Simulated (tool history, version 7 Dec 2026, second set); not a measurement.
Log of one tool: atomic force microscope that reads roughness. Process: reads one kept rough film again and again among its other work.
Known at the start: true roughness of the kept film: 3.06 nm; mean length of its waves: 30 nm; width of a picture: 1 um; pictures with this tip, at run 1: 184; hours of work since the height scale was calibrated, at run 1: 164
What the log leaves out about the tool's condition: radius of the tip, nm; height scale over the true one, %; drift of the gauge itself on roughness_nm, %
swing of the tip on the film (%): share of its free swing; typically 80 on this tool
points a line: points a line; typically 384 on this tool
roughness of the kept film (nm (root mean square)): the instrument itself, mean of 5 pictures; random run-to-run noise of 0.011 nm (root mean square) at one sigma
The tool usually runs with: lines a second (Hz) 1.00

run	day	lines a second (Hz)	swing of the tip on the film (%)	points a line	pictures with this tip	hours of work since the height scale was calibrated	roughness of the kept film (nm (root mean square))
1	0.000	1.00	80	384	184	164	2.061
2	0.288	1.00	80	384	194	167	2.041
3	0.529	1.00	80	384	202	170	2.026
4	0.942	1.00	80	384	217	174	2.006
5	1.179	1.00	80	579	225	177	1.982
6	1.500	1.00	80	384	236	180	1.974
# day 1.571: height scale calibrated on a step standard
7	1.750	1.92	80	384	244	2	1.857
8	1.929	1.98	80	384	250	4	1.826
9	2.329	1.98	79	885	264	8	1.845
# day 2.592: new tip fitted
10	2.629	2.84	80	385	2	11	2.275
11	2.829	0.57	56	976	9	13	2.617
12	3.192	0.72	80	384	21	17	2.487
13	3.388	0.99	59	384	28	19	2.516

For each run, the measured value with the value that run would have given without the tool's hidden condition subtracted. The run-to-run variation is shared by both, the gauge scatter possibly not:
run	roughness of the kept film (nm (root mean square))
1	-0.479
2	-0.499
3	-0.515
4	-0.542
5	-0.553
6	-0.575
7	-0.567
8	-0.572
9	-0.608
10	-0.039
11	-0.065
12	-0.099
13	-0.123
